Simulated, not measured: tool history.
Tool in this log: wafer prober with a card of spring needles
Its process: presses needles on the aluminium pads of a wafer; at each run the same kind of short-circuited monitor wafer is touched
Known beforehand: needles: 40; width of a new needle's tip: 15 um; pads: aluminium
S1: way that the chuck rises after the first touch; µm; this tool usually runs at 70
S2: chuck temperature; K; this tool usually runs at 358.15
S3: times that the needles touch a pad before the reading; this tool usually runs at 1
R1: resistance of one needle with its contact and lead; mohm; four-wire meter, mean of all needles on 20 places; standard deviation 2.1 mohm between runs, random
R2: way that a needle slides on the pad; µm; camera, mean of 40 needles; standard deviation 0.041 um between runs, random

run,hour,S1,S2,S3,R1,R2
1,0.0,70,358.15,1,238,8.61
2,12.9,51,358.15,1,448,6.07
3,25.4,51,358.15,1,242,6.03
4,40.9,70,304.15,1,306,8.35
5,52.7,70,304.15,1,257,8.48
6,66.3,70,358.15,1,309,8.47
7,75.5,70,358.15,1,236,8.40
8,89.3,51,358.15,1,358,5.94
9,100.4,70,358.15,1,312,8.40
10,111.5,70,358.15,1,315,8.32
11,120.6,70,358.15,1,309,8.43
12,134.2,70,358.15,1,284,8.35
13,153.2,70,358.15,1,302,8.38
14,164.4,70,358.15,1,255,8.33
15,177.1,70,358.15,1,300,8.26
16,196.5,60,377.15,1,332,7.57
17,207.4,72,358.15,1,258,9.06
18,227.0,56,317.15,1,308,7.05
19,243.8,55,303.15,1,319,6.93
20,254.0,84,315.15,2,248,10.57
21,262.7,88,358.15,1,282,11.10
22,274.3,88,358.15,1,246,11.01
23,292.7,52,367.15,1,301,6.47
24,310.1,52,367.15,1,283,6.45
25,322.3,70,381.15,2,276,8.64
26,331.1,52,344.15,2,306,6.45
27,339.3,52,344.15,2,314,6.46
28,358.9,59,362.15,1,331,7.29
29,369.7,70,358.15,2,238,8.80

Removed from this log: 45 entries logged between the listed runs. Between which two listed runs does each belong, and how does the tool's hidden state at the listed run before it compare with that at the listed run after it?
Run 1 -> run 2: tips cleaned on abrasive film (hour 9.1)
  debris on the tips, nm: 13.8 -> 226.3; way that the needles fall short of the set height, um: 1.91 -> 3.14; tips' diameter, um: 15.67 -> 16.06
  measured result minus the result with no hidden state, R1: +8 -> +213 mohm; R2: -0.24 -> -0.40 µm
Run 2 -> run 3: tips cleaned on abrasive film (hour 16.9); tips cleaned on abrasive film (hour 25.4)
  debris on the tips, nm: 226.3 -> 6.5; way that the needles fall short of the set height, um: 3.14 -> 3.26; tips' diameter, um: 16.06 -> 16.1
  measured result minus the result with no hidden state, R1: +213 -> +8 mohm; R2: -0.40 -> -0.41 µm
Run 3 -> run 4: tips cleaned on abrasive film (hour 33.3)
  debris on the tips, nm: 6.5 -> 151.2; way that the needles fall short of the set height, um: 3.26 -> 3.32; tips' diameter, um: 16.1 -> 16.12
  measured result minus the result with no hidden state, R1: +8 -> +90 mohm; R2: -0.41 -> -0.42 µm
Run 4 -> run 5: tips cleaned on abrasive film (hour 42.0); tips cleaned on abrasive film (hour 50.3)
  debris on the tips, nm: 151.2 -> 70.4; way that the needles fall short of the set height, um: 3.32 -> 3.43; tips' diameter, um: 16.12 -> 16.16
  measured result minus the result with no hidden state, R1: +90 -> +43 mohm; R2: -0.42 -> -0.43 µm
Run 5 -> run 6: tips cleaned on abrasive film (hour 59.3)
  debris on the tips, nm: 70.4 -> 140.6; way that the needles fall short of the set height, um: 3.43 -> 3.5; tips' diameter, um: 16.16 -> 16.19
  measured result minus the result with no hidden state, R1: +43 -> +78 mohm; R2: -0.43 -> -0.45 µm
Run 6 -> run 7: tips cleaned on abrasive film (hour 67.2); tips cleaned on abrasive film (hour 75.5)
  debris on the tips, nm: 140.6 -> 8.3; way that the needles fall short of the set height, um: 3.5 -> 3.62; tips' diameter, um: 16.19 -> 16.23
  measured result minus the result with no hidden state, R1: +78 -> +6 mohm; R2: -0.45 -> -0.46 µm
Run 7 -> run 8: tips cleaned on abrasive film (hour 83.9)
  debris on the tips, nm: 8.3 -> 127.4; way that the needles fall short of the set height, um: 3.62 -> 3.7; tips' diameter, um: 16.23 -> 16.25
  measured result minus the result with no hidden state, R1: +6 -> +125 mohm; R2: -0.46 -> -0.47 µm
Run 8 -> run 9: tips cleaned on abrasive film (hour 92.7)
  debris on the tips, nm: 127.4 -> 149.5; way that the needles fall short of the set height, um: 3.7 -> 3.74; tips' diameter, um: 16.25 -> 16.27
  measured result minus the result with no hidden state, R1: +125 -> +84 mohm; R2: -0.47 -> -0.48 µm
Run 9 -> run 10: tips cleaned on abrasive film (hour 101.6); tips cleaned on abrasive film, once more (hour 104.2)
  debris on the tips, nm: 149.5 -> 150; way that the needles fall short of the set height, um: 3.74 -> 3.89; tips' diameter, um: 16.27 -> 16.32
  measured result minus the result with no hidden state, R1: +84 -> +85 mohm; R2: -0.48 -> -0.49 µm
Run 10 -> run 11: tips cleaned on abrasive film (hour 113.3)
  debris on the tips, nm: 150 -> 140.7; way that the needles fall short of the set height, um: 3.89 -> 3.95; tips' diameter, um: 16.32 -> 16.34
  measured result minus the result with no hidden state, R1: +85 -> +79 mohm; R2: -0.49 -> -0.50 µm
Run 11 -> run 12: tips cleaned on abrasive film (hour 122.6); tips cleaned on abrasive film (hour 130.9)
  debris on the tips, nm: 140.7 -> 94.2; way that the needles fall short of the set height, um: 3.95 -> 4.08; tips' diameter, um: 16.34 -> 16.39
  measured result minus the result with no hidden state, R1: +79 -> +54 mohm; R2: -0.50 -> -0.51 µm
Run 12 -> run 13: tips cleaned on abrasive film (hour 139.9); tips cleaned on abrasive film (hour 147.9)
  debris on the tips, nm: 94.2 -> 125.9; way that the needles fall short of the set height, um: 4.08 -> 4.17; tips' diameter, um: 16.39 -> 16.42
  measured result minus the result with no hidden state, R1: +54 -> +72 mohm; R2: -0.51 -> -0.53 µm
Run 13 -> run 14: tips cleaned on abrasive film (hour 155.8); tips cleaned on abrasive film (hour 163.7)
  debris on the tips, nm: 125.9 -> 37.1; way that the needles fall short of the set height, um: 4.17 -> 4.31; tips' diameter, um: 16.42 -> 16.47
  measured result minus the result with no hidden state, R1: +72 -> +23 mohm; R2: -0.53 -> -0.54 µm
Run 14 -> run 15: tips cleaned on abrasive film (hour 172.4)
  debris on the tips, nm: 37.1 -> 117.6; way that the needles fall short of the set height, um: 4.31 -> 4.39; tips' diameter, um: 16.47 -> 16.5
  measured result minus the result with no hidden state, R1: +23 -> +69 mohm; R2: -0.54 -> -0.56 µm
Run 15 -> run 16: height of the first contact set anew (hour 179.7); tips cleaned on abrasive film (hour 181.2); tips cleaned on abrasive film (hour 189.8)
  debris on the tips, nm: 117.6 -> 142.4; way that the needles fall short of the set height, um: 4.39 -> 0.1; tips' diameter, um: 16.5 -> 16.53
  measured result minus the result with no hidden state, R1: +69 -> +93 mohm; R2: -0.56 -> -0.02 µm
Run 16 -> run 17: tips cleaned on abrasive film (hour 198.0); tips cleaned on abrasive film (hour 206.1)
  debris on the tips, nm: 142.4 -> 52.7; way that the needles fall short of the set height, um: 0.1 -> 0.21; tips' diameter, um: 16.53 -> 16.57
  measured result minus the result with no hidden state, R1: +93 -> +27 mohm; R2: -0.02 -> -0.03 µm
Run 17 -> run 18: tips cleaned on abrasive film (hour 214.2); tips cleaned on abrasive film (hour 222.6)
  debris on the tips, nm: 52.7 -> 102.8; way that the needles fall short of the set height, um: 0.21 -> 0.36; tips' diameter, um: 16.57 -> 16.62
  measured result minus the result with no hidden state, R1: +27 -> +84 mohm; R2: -0.03 -> -0.05 µm
Run 18 -> run 19: tips cleaned on abrasive film (hour 230.7); tips cleaned on abrasive film (hour 239.1)
  debris on the tips, nm: 102.8 -> 116.8; way that the needles fall short of the set height, um: 0.36 -> 0.49; tips' diameter, um: 16.62 -> 16.67
  measured result minus the result with no hidden state, R1: +84 -> +102 mohm; R2: -0.05 -> -0.06 µm
Run 19 -> run 20: tips cleaned on abrasive film (hour 248.7)
  debris on the tips, nm: 116.8 -> 118; way that the needles fall short of the set height, um: 0.49 -> 0.55; tips' diameter, um: 16.67 -> 16.69
  measured result minus the result with no hidden state, R1: +102 -> +31 mohm; R2: -0.06 -> -0.07 µm
Run 20 -> run 21: tips cleaned on abrasive film (hour 256.5)
  debris on the tips, nm: 118 -> 139.6; way that the needles fall short of the set height, um: 0.55 -> 0.61; tips' diameter, um: 16.69 -> 16.71
  measured result minus the result with no hidden state, R1: +31 -> +52 mohm; R2: -0.07 -> -0.08 µm
Run 21 -> run 22: tips cleaned on abrasive film (hour 264.5); tips cleaned on abrasive film (hour 273.1)
  debris on the tips, nm: 139.6 -> 49.6; way that the needles fall short of the set height, um: 0.61 -> 0.73; tips' diameter, um: 16.71 -> 16.75
  measured result minus the result with no hidden state, R1: +52 -> +19 mohm; R2: -0.08 -> -0.09 µm
Run 22 -> run 23: tips cleaned on abrasive film (hour 281.4); tips cleaned on abrasive film (hour 290.7)
  debris on the tips, nm: 49.6 -> 68.5; way that the needles fall short of the set height, um: 0.73 -> 0.86; tips' diameter, um: 16.75 -> 16.8
  measured result minus the result with no hidden state, R1: +19 -> +62 mohm; R2: -0.09 -> -0.11 µm
Run 23 -> run 24: tips cleaned on abrasive film (hour 299.6); tips cleaned on abrasive film (hour 308.2)
  debris on the tips, nm: 68.5 -> 51.1; way that the needles fall short of the set height, um: 0.86 -> 1.02; tips' diameter, um: 16.8 -> 16.85
  measured result minus the result with no hidden state, R1: +62 -> +47 mohm; R2: -0.11 -> -0.13 µm
Run 24 -> run 25: tips cleaned on abrasive film (hour 316.5)
  debris on the tips, nm: 51.1 -> 131; way that the needles fall short of the set height, um: 1.02 -> 1.07; tips' diameter, um: 16.85 -> 16.87
  measured result minus the result with no hidden state, R1: +47 -> +42 mohm; R2: -0.13 -> -0.14 µm
Run 25 -> run 26: tips cleaned on abrasive film (hour 325.5)
  debris on the tips, nm: 131 -> 130.6; way that the needles fall short of the set height, um: 1.07 -> 1.12; tips' diameter, um: 16.87 -> 16.89
  measured result minus the result with no hidden state, R1: +42 -> +75 mohm; R2: -0.14 -> -0.14 µm
Run 26 -> run 27: tips cleaned on abrasive film (hour 334.0)
  debris on the tips, nm: 130.6 -> 132.4; way that the needles fall short of the set height, um: 1.12 -> 1.2; tips' diameter, um: 16.89 -> 16.92
  measured result minus the result with no hidden state, R1: +75 -> +77 mohm; R2: -0.14 -> -0.15 µm
Run 27 -> run 28: tips cleaned on abrasive film (hour 343.6); tips cleaned on abrasive film (hour 352.5)
  debris on the tips, nm: 132.4 -> 134.1; way that the needles fall short of the set height, um: 1.2 -> 1.34; tips' diameter, um: 16.92 -> 16.97
  measured result minus the result with no hidden state, R1: +77 -> +99 mohm; R2: -0.15 -> -0.17 µm
Run 28 -> run 29: tips cleaned on abrasive film (hour 361.1); tips cleaned on abrasive film (hour 369.7)
  debris on the tips, nm: 134.1 -> 12.5; way that the needles fall short of the set height, um: 1.34 -> 1.46; tips' diameter, um: 16.97 -> 17.01
  measured result minus the result with no hidden state, R1: +99 -> +5 mohm; R2: -0.17 -> -0.19 µm

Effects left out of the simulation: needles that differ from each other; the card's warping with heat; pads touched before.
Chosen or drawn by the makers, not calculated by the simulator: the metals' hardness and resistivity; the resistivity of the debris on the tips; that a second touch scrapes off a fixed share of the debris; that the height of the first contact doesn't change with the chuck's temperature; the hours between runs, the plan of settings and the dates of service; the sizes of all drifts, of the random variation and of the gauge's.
